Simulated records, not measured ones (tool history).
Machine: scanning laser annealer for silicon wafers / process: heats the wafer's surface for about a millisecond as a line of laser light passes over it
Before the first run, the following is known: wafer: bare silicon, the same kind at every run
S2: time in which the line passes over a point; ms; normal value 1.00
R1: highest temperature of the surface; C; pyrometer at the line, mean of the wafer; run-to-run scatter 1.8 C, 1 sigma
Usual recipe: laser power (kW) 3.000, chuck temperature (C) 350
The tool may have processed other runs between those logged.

run 1 day=0.000 | laser_power_(kW)=3.000 S2=1.00 chuck_temperature_(C)=350 | R1=1058
run 2 day=0.358 | laser_power_(kW)=3.000 S2=0.89 chuck_temperature_(C)=350 | R1=1017
run 3 day=0.521 | laser_power_(kW)=3.000 S2=0.89 chuck_temperature_(C)=365 | R1=1033
run 4 day=0.738 | laser_power_(kW)=3.000 S2=0.89 chuck_temperature_(C)=365 | R1=1034
run 5 day=1.000 | laser_power_(kW)=3.000 S2=0.92 chuck_temperature_(C)=365 | R1=1041
run 6 day=1.158 | laser_power_(kW)=3.000 S2=0.92 chuck_temperature_(C)=365 | R1=1045
run 7 day=1.338 | laser_power_(kW)=3.000 S2=0.92 chuck_temperature_(C)=365 | R1=1041
run 8 day=1.679 | laser_power_(kW)=3.000 S2=0.92 chuck_temperature_(C)=365 | R1=1042
run 9 day=1.883 | laser_power_(kW)=3.000 S2=0.92 chuck_temperature_(C)=365 | R1=1040
run 10 day=2.204 | laser_power_(kW)=3.000 S2=1.00 chuck_temperature_(C)=350 | R1=1055
run 11 day=2.529 | laser_power_(kW)=3.000 S2=1.00 chuck_temperature_(C)=350 | R1=1053
run 12 day=2.854 | laser_power_(kW)=3.000 S2=1.00 chuck_temperature_(C)=363 | R1=1064
run 13 day=3.125 | laser_power_(kW)=3.000 S2=1.00 chuck_temperature_(C)=363 | R1=1066
run 14 day=3.362 | laser_power_(kW)=3.000 S2=1.00 chuck_temperature_(C)=350 | R1=1051
run 15 day=3.658 | laser_power_(kW)=2.756 S2=0.98 chuck_temperature_(C)=324 | R1=947
run 16 day=3.888 | laser_power_(kW)=2.756 S2=0.98 chuck_temperature_(C)=324 | R1=950
run 17 day=4.054 | laser_power_(kW)=2.756 S2=0.98 chuck_temperature_(C)=324 | R1=947
run 18 day=4.321 | laser_power_(kW)=2.756 S2=0.98 chuck_temperature_(C)=324 | R1=946
run 19 day=4.488 | laser_power_(kW)=2.661 S2=1.10 chuck_temperature_(C)=320 | R1=951
-- day=4.588 window over the wafer cleaned
run 20 day=4.921 | laser_power_(kW)=2.661 S2=1.10 chuck_temperature_(C)=320 | R1=946
run 21 day=5.183 | laser_power_(kW)=2.887 S2=1.02 chuck_temperature_(C)=350 | R1=1017
run 22 day=5.454 | laser_power_(kW)=2.887 S2=1.02 chuck_temperature_(C)=350 | R1=1019
run 23 day=5.833 | laser_power_(kW)=2.902 S2=1.05 chuck_temperature_(C)=329 | R1=1007
run 24 day=6.108 | laser_power_(kW)=2.756 S2=1.00 chuck_temperature_(C)=371 | R1=992
-- day=6.383 window over the wafer cleaned, once more
run 25 day=6.529 | laser_power_(kW)=2.756 S2=1.00 chuck_temperature_(C)=371 | R1=1012
run 26 day=6.700 | laser_power_(kW)=3.114 S2=1.05 chuck_temperature_(C)=350 | R1=1113
run 27 day=7.096 | laser_power_(kW)=2.570 S2=1.11 chuck_temperature_(C)=343 | R1=957
run 28 day=7.417 | laser_power_(kW)=2.749 S2=1.11 chuck_temperature_(C)=343 | R1=1013

Branching from run 28: 3 alternative next runs. What would each branch give?
run A day=7.767 | laser_power_(kW)=2.749 S2=1.11 chuck_temperature_(C)=374 | R1=?
run B day=7.767 | laser_power_(kW)=2.749 S2=1.11 chuck_temperature_(C)=334 | R1=?
run C day=7.767 | laser_power_(kW)=2.639 S2=1.12 chuck_temperature_(C)=367 | R1=?

run=A R1=1042
run=B R1=1005
run=C R1=1007
With no hidden state in the tool, these same runs would have given:
run=A R1=1054
run=B R1=1016
run=C R1=1018
